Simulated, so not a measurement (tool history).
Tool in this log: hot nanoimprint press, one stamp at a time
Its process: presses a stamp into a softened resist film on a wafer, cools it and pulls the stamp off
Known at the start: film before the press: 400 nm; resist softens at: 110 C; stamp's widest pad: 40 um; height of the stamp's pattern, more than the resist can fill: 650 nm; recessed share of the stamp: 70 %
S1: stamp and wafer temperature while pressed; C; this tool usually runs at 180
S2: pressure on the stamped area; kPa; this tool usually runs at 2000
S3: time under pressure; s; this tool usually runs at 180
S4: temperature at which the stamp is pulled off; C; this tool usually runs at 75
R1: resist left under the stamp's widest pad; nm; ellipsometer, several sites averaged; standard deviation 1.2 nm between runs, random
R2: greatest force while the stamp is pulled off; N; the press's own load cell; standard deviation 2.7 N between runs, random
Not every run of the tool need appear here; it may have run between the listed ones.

Run 1, day 0: usual settings. Result: R1 238.8 nm, R2 249 N.
Run 2, day 2.454: usual settings. Result: R1 240.9 nm, R2 265 N.
Run 3, day 4.533: usual settings. Result: R1 240.8 nm, R2 263 N.
Run 4, day 6.625: usual settings but S2 2790 kPa. Result: R1 213.1 nm, R2 274 N.
Run 5, day 9.588: usual settings but S2 2790 kPa. Result: R1 214.4 nm, R2 246 N.
Run 6, day 11.775: usual settings. Result: R1 246.5 nm, R2 252 N.
Run 7, day 14.262: usual settings. Result: R1 247.5 nm, R2 271 N.
Run 8, day 16.808: usual settings. Result: R1 250.4 nm, R2 282 N.
Run 9, day 19.625: usual settings. Result: R1 247.1 nm, R2 252 N.
Run 10, day 22.025: usual settings but S4 63 C. Result: R1 253.1 nm, R2 299 N.
Run 11, day 24.254: usual settings but S4 63 C. Result: R1 251.8 nm, R2 313 N.
Run 12, day 28.012: usual settings but S4 63 C. Result: R1 260.2 nm, R2 287 N.
Run 13, day 30.575: usual settings but S2 1360 kPa, S4 63 C. Result: R1 294.3 nm, R2 299 N.
Run 14, day 32.483: usual settings but S2 1360 kPa, S4 63 C. Result: R1 295.4 nm, R2 306 N.
Run 15, day 35.538: usual settings but S2 1360 kPa, S4 63 C. Result: R1 270.7 nm, R2 316 N.
Run 16, day 38.721: usual settings but S2 2100 kPa, S4 69 C. Result: R1 231.6 nm, R2 260 N.
Run 17, day 41.496: usual settings but S2 2100 kPa, S4 69 C. Result: R1 233 nm, R2 273 N.
Run 18, day 45.125: usual settings but S2 1250 kPa, S4 62 C. Result: R1 280 nm, R2 318 N.
Run 19, day 47.638: usual settings but S4 70 C. Result: R1 240.8 nm, R2 300 N.
Run 20, day 50.35: usual settings but S1 169 C, S2 2960 kPa, S3 108 s, S4 65 C. Result: R1 345.9 nm, R2 282 N.
Run 21, day 52.538: usual settings but S1 169 C, S2 2860 kPa, S3 151 s, S4 65 C. Result: R1 332 nm, R2 293 N.
Run 22, day 54.454: usual settings but S1 169 C, S2 2860 kPa, S3 151 s, S4 65 C. Result: R1 332.8 nm, R2 300 N.
Run 23, day 56.508: usual settings but S1 169 C, S2 2860 kPa, S3 151 s, S4 65 C. Result: R1 332.6 nm, R2 316 N.
Run 24, day 58.871: usual settings but S1 169 C, S2 2860 kPa, S3 151 s, S4 65 C. Result: R1 332.3 nm, R2 275 N.
Run 25, day 60.658: usual settings but S2 2100 kPa. Result: R1 241 nm, R2 253 N.
Run 26, day 64.25: usual settings but S4 64 C. Result: R1 248.6 nm, R2 313 N.
Run 27, day 65.742: usual settings but S4 64 C. Result: R1 246.4 nm, R2 307 N.
Run 28, day 67.262: usual settings but S1 182 C, S2 2220 kPa, S3 94 s. Result: R1 264.6 nm, R2 289 N.
Run 29, day 69.688: usual settings but S1 173 C, S4 83 C. Result: R1 319.2 nm, R2 233 N.

Withheld: 10 entries from between the runs. Position of each, and hidden state at the listed run before versus the listed run after:
In the gap between runs 4 and 5: stamp cleaned and given a new release coat (day 8.229)
  true temperature over the reading, C: -0.79 -> -0.91; pressure that arrives at the usual setting, %: 98.36 -> 98.3; grip of the stamp's worn release coat, % over a new coat's: 15.2 -> 2.4
  measured result minus the result with no hidden state, R1: +9.9 -> +11.1 nm; R2: +39 -> +9 N
In the gap between runs 8 and 9: stamp cleaned and given a new release coat (day 17.929)
  true temperature over the reading, C: -1.22 -> -1.33; pressure that arrives at the usual setting, %: 98.13 -> 98.07; grip of the stamp's worn release coat, % over a new coat's: 15.7 -> 3
  measured result minus the result with no hidden state, R1: +14.2 -> +15.1 nm; R2: +42 -> +11 N
In the gap between runs 11 and 12: plate thermocouple calibrated (day 24.533); stamp cleaned and given a new release coat (day 28.012)
  true temperature over the reading, C: -1.55 -> -2.62; pressure that arrives at the usual setting, %: 97.96 -> 97.88; grip of the stamp's worn release coat, % over a new coat's: 11.5 -> 0
  measured result minus the result with no hidden state, R1: +17.6 -> +28.3 nm; R2: +37 -> +8 N
In the gap between runs 14 and 15: plate thermocouple calibrated, once more (day 34.833)
  true temperature over the reading, C: -2.82 -> -0.11; pressure that arrives at the usual setting, %: 97.77 -> 97.7; grip of the stamp's worn release coat, % over a new coat's: 8.1 -> 13.5
  measured result minus the result with no hidden state, R1: +28 -> +2.5 nm; R2: +31 -> +38 N
In the gap between runs 15 and 16: stamp cleaned and given a new release coat (day 37.938)
  true temperature over the reading, C: -0.11 -> -0.23; pressure that arrives at the usual setting, %: 97.7 -> 97.63; grip of the stamp's worn release coat, % over a new coat's: 13.5 -> 1.4
  measured result minus the result with no hidden state, R1: +2.5 -> +4.6 nm; R2: +38 -> +4 N
In the gap between runs 16 and 17: press's hydraulic seals changed and the load cell set to zero (day 41.088)
  true temperature over the reading, C: -0.23 -> -0.34; pressure that arrives at the usual setting, %: 97.63 -> 99.86; grip of the stamp's worn release coat, % over a new coat's: 1.4 -> 5.8
  measured result minus the result with no hidden state, R1: +4.6 -> +3.6 nm; R2: +4 -> +16 N
In the gap between runs 19 and 20: stamp cleaned and given a new release coat (day 48.175)
  true temperature over the reading, C: -0.61 -> -0.72; pressure that arrives at the usual setting, %: 99.72 -> 99.66; grip of the stamp's worn release coat, % over a new coat's: 17.2 -> 3.9
  measured result minus the result with no hidden state, R1: +6.4 -> +5.5 nm; R2: +45 -> +13 N
In the gap between runs 23 and 24: stamp cleaned and given a new release coat (day 57.871)
  true temperature over the reading, C: -0.99 -> -1.08; pressure that arrives at the usual setting, %: 99.52 -> 99.48; grip of the stamp's worn release coat, % over a new coat's: 15.3 -> 1.8
  measured result minus the result with no hidden state, R1: +8.8 -> +9.5 nm; R2: +45 -> +8 N
In the gap between runs 28 and 29: stamp cleaned and given a new release coat (day 67.775)
  true temperature over the reading, C: -1.46 -> -1.55; pressure that arrives at the usual setting, %: 99.3 -> 99.25; grip of the stamp's worn release coat, % over a new coat's: 17.2 -> 3.4
  measured result minus the result with no hidden state, R1: +14.8 -> +14.7 nm; R2: +47 -> +12 N
